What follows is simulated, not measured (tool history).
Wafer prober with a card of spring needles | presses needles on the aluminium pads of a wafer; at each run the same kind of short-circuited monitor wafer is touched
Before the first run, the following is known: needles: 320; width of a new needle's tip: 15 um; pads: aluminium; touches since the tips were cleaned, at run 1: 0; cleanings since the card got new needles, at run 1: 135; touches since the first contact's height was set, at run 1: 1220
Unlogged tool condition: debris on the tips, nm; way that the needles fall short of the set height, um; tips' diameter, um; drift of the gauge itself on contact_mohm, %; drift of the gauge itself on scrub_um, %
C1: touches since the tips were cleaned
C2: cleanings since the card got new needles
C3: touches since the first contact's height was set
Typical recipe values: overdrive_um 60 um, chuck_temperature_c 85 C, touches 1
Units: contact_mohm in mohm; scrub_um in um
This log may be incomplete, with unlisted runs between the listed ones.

run 1 hour=0 | overdrive_um=60 chuck_temperature_c=85 touches=1 | C1=0 C2=135 C3=1220 | contact_mohm=143 scrub_um=11.06
-- hour=14.1 tips cleaned on abrasive film
-- hour=25.9 tips cleaned on abrasive film
run 2 hour=29.2 | overdrive_um=60 chuck_temperature_c=85 touches=1 | C1=2081 C2=137 C3=19228 | contact_mohm=205 scrub_um=11.05
-- hour=38 tips cleaned on abrasive film
-- hour=49.8 tips cleaned on abrasive film
-- hour=61.5 tips cleaned on abrasive film
run 3 hour=72.6 | overdrive_um=60 chuck_temperature_c=85 touches=1 | C1=6874 C2=140 C3=45979 | contact_mohm=233 scrub_um=11.02
-- hour=75.6 tips cleaned on abrasive film
-- hour=89.2 tips cleaned on abrasive film
run 4 hour=94.4 | overdrive_um=60 chuck_temperature_c=85 touches=1 | C1=3217 C2=142 C3=59383 | contact_mohm=216 scrub_um=11.02
-- hour=102.7 tips cleaned on abrasive film
-- hour=105.7 height of the first contact set anew
-- hour=117.4 tips cleaned on abrasive film
run 5 hour=122.7 | overdrive_um=60 chuck_temperature_c=85 touches=1 | C1=3318 C2=144 C3=10506 | contact_mohm=213 scrub_um=11.06
-- hour=131.6 tips cleaned on abrasive film
-- hour=143.3 tips cleaned on abrasive film
-- hour=157.2 tips cleaned on abrasive film
-- hour=170.8 tips cleaned on abrasive film
-- hour=173.8 tips cleaned on abrasive film, once more
run 6 hour=176.5 | overdrive_um=60 chuck_temperature_c=85 touches=1 | C1=1694 C2=149 C3=43601 | contact_mohm=188 scrub_um=11.03
-- hour=187.2 tips cleaned on abrasive film
-- hour=201.2 tips cleaned on abrasive film
-- hour=215 tips cleaned on abrasive film
-- hour=215.3 height of the first contact set anew
-- hour=228.6 tips cleaned on abrasive film
run 7 hour=230.6 | overdrive_um=60 chuck_temperature_c=85 touches=1 | C1=1210 C2=153 C3=9388 | contact_mohm=180 scrub_um=11.06
-- hour=241.4 tips cleaned on abrasive film
-- hour=255.8 tips cleaned on abrasive film
-- hour=270.4 tips cleaned on abrasive film
run 8 hour=270.7 | overdrive_um=60 chuck_temperature_c=85 touches=1 | C1=227 C2=156 C3=34136 | contact_mohm=151 scrub_um=11.05
-- hour=285 tips cleaned on abrasive film
-- hour=296.7 tips cleaned on abrasive film
-- hour=309.6 tips cleaned on abrasive film
run 9 hour=309.6 | overdrive_um=60 chuck_temperature_c=85 touches=1 | C1=0 C2=159 C3=58093 | contact_mohm=149 scrub_um=11.01
-- hour=323.6 tips cleaned on abrasive film
-- hour=323.9 height of the first contact set anew
-- hour=337.5 tips cleaned on abrasive film
-- hour=352 tips cleaned on abrasive film
run 10 hour=359.2 | overdrive_um=60 chuck_temperature_c=85 touches=1 | C1=4458 C2=162 C3=21765 | contact_mohm=226 scrub_um=11.09
-- hour=365.1 tips cleaned on abrasive film
-- hour=376.9 tips cleaned on abrasive film
-- hour=388.6 tips cleaned on abrasive film
run 11 hour=395.9 | overdrive_um=60 chuck_temperature_c=85 touches=1 | C1=4494 C2=165 C3=44333 | contact_mohm=225 scrub_um=11.02
-- hour=401.8 tips cleaned on abrasive film
-- hour=416.2 tips cleaned on abrasive film
-- hour=430.6 tips cleaned on abrasive film
-- hour=433.8 height of the first contact set anew
-- hour=444.7 tips cleaned on abrasive film
run 12 hour=444.7 | overdrive_um=60 chuck_temperature_c=55 touches=1 | C1=0 C2=169 C3=6737 | contact_mohm=138 scrub_um=11.09
-- hour=456.5 tips cleaned on abrasive film
-- hour=471.1 tips cleaned on abrasive film
-- hour=485.5 tips cleaned on abrasive film
run 13 hour=493 | overdrive_um=58 chuck_temperature_c=85 touches=1 | C1=4644 C2=172 C3=36480 | contact_mohm=240 scrub_um=10.68
-- hour=498.7 tips cleaned on abrasive film
-- hour=512.9 tips cleaned on abrasive film
-- hour=524.6 tips cleaned on abrasive film
run 14 hour=526.5 | overdrive_um=60 chuck_temperature_c=85 touches=3 | C1=1145 C2=175 C3=57092 | contact_mohm=154 scrub_um=11.01
-- hour=537.8 tips cleaned on abrasive film
-- hour=541.1 height of the first contact set anew
-- hour=552.6 tips cleaned on abrasive film
-- hour=564.4 tips cleaned on abrasive film
run 15 hour=567.5 | overdrive_um=60 chuck_temperature_c=85 touches=1 | C1=1950 C2=178 C3=16289 | contact_mohm=200 scrub_um=11.12
-- hour=578.9 tips cleaned on abrasive film
run 16 hour=589.8 | overdrive_um=59 chuck_temperature_c=85 touches=1 | C1=6755 C2=179 C3=30074 | contact_mohm=244 scrub_um=10.87
-- hour=592.8 tips cleaned on abrasive film
-- hour=606.9 tips cleaned on abrasive film
-- hour=620.6 tips cleaned on abrasive film
run 17 hour=628.5 | overdrive_um=60 chuck_temperature_c=70 touches=1 | C1=4909 C2=182 C3=53912 | contact_mohm=230 scrub_um=11.03
-- hour=634.5 tips cleaned on abrasive film
-- hour=648.8 tips cleaned on abrasive film
-- hour=649.1 height of the first contact set anew
run 18 hour=651.1 | overdrive_um=60 chuck_temperature_c=85 touches=1 | C1=1273 C2=184 C3=1273 | contact_mohm=179 scrub_um=11.11
-- hour=662.9 tips cleaned on abrasive film
-- hour=674.6 tips cleaned on abrasive film
run 19 hour=683 | overdrive_um=60 chuck_temperature_c=85 touches=1 | C1=5233 C2=186 C3=20964 | contact_mohm=236 scrub_um=11.05
-- hour=688.3 tips cleaned on abrasive film
-- hour=702.7 tips cleaned on abrasive film
run 20 hour=706.1 | overdrive_um=48 chuck_temperature_c=44 touches=1 | C1=2055 C2=188 C3=35115 | contact_mohm=250 scrub_um=8.84
-- hour=717.1 tips cleaned on abrasive film
-- hour=731.4 tips cleaned on abrasive film
-- hour=745.6 tips cleaned on abrasive film
run 21 hour=750.8 | overdrive_um=65 chuck_temperature_c=89 touches=2 | C1=3252 C2=191 C3=62728 | contact_mohm=178 scrub_um=11.95
-- hour=757 height of the first contact set anew
-- hour=759.3 tips cleaned on abrasive film
-- hour=771 tips cleaned on abrasive film
-- hour=782.8 tips cleaned on abrasive film
run 22 hour=791.3 | overdrive_um=65 chuck_temperature_c=89 touches=2 | C1=5286 C2=194 C3=21103 | contact_mohm=185 scrub_um=11.95
-- hour=796.6 tips cleaned on abrasive film
-- hour=808.3 tips cleaned on abrasive film
-- hour=822 tips cleaned on abrasive film
run 23 hour=831.3 | overdrive_um=69 chuck_temperature_c=42 touches=2 | C1=5737 C2=197 C3=45733 | contact_mohm=181 scrub_um=12.68
-- hour=834.3 tips cleaned on abrasive film
-- hour=846 tips cleaned on abrasive film
-- hour=860.1 tips cleaned on abrasive film
-- hour=866.2 height of the first contact set anew
-- hour=872.1 tips cleaned on abrasive film
run 24 hour=880 | overdrive_um=42 chuck_temperature_c=46 touches=1 | C1=4892 C2=201 C3=8506 | contact_mohm=330 scrub_um=7.73
-- hour=885.9 tips cleaned on abrasive film
-- hour=900.5 tips cleaned on abrasive film
-- hour=912.2 tips cleaned on abrasive film
run 25 hour=917.6 | overdrive_um=42 chuck_temperature_c=81 touches=2 | C1=3321 C2=204 C3=31614 | contact_mohm=242 scrub_um=7.74
-- hour=926.4 tips cleaned on abrasive film
-- hour=940.8 tips cleaned on abrasive film
-- hour=954.9 tips cleaned on abrasive film
run 26 hour=965.8 | overdrive_um=67 chuck_temperature_c=81 touches=2 | C1=6749 C2=207 C3=61366 | contact_mohm=187 scrub_um=12.29
-- hour=968.8 tips cleaned on abrasive film
-- hour=974.9 height of the first contact set anew
-- hour=983.6 tips cleaned on abrasive film
-- hour=995.4 tips cleaned on abrasive film
run 27 hour=1001.2 | overdrive_um=67 chuck_temperature_c=81 touches=2 | C1=3600 C2=210 C3=16155 | contact_mohm=183 scrub_um=12.37
-- hour=1010 tips cleaned on abrasive film
-- hour=1024.7 tips cleaned on abrasive film
-- hour=1036.4 tips cleaned on abrasive film
run 28 hour=1039.5 | overdrive_um=67 chuck_temperature_c=81 touches=2 | C1=1920 C2=213 C3=39765 | contact_mohm=169 scrub_um=12.33

Below are 3 alternative next runs, each starting from the tool's condition after run 28. Predict each:
-- hour=1050.1 tips cleaned on abrasive film
-- hour=1064.6 tips cleaned on abrasive film
-- hour=1076.4 tips cleaned on abrasive film
-- hour=1084.8 height of the first contact set anew
-- hour=1090 tips cleaned on abrasive film
run A hour=1090 | overdrive_um=52 chuck_temperature_c=85 touches=1 | C1=0 C2=217 C3=3173 | contact_mohm=? scrub_um=?
-- hour=1050.1 tips cleaned on abrasive film
-- hour=1064.6 tips cleaned on abrasive film
-- hour=1076.4 tips cleaned on abrasive film
-- hour=1084.8 height of the first contact set anew
-- hour=1090 tips cleaned on abrasive film
run B hour=1090 | overdrive_um=72 chuck_temperature_c=43 touches=2 | C1=0 C2=217 C3=3173 | contact_mohm=? scrub_um=?
-- hour=1050.1 tips cleaned on abrasive film
-- hour=1064.6 tips cleaned on abrasive film
-- hour=1076.4 tips cleaned on abrasive film
-- hour=1084.8 height of the first contact set anew
-- hour=1090 tips cleaned on abrasive film
run C hour=1090 | overdrive_um=43 chuck_temperature_c=85 touches=1 | C1=0 C2=217 C3=3173 | contact_mohm=? scrub_um=?

run=A contact_mohm=148 scrub_um=9.6
run=B contact_mohm=129 scrub_um=13.32
run=C contact_mohm=157 scrub_um=7.92
Take away the tool's hidden state, keep each run's random variation, and the runs would have read:
run=A contact_mohm=134 scrub_um=9.62
run=B contact_mohm=123 scrub_um=13.34
run=C contact_mohm=138 scrub_um=7.93
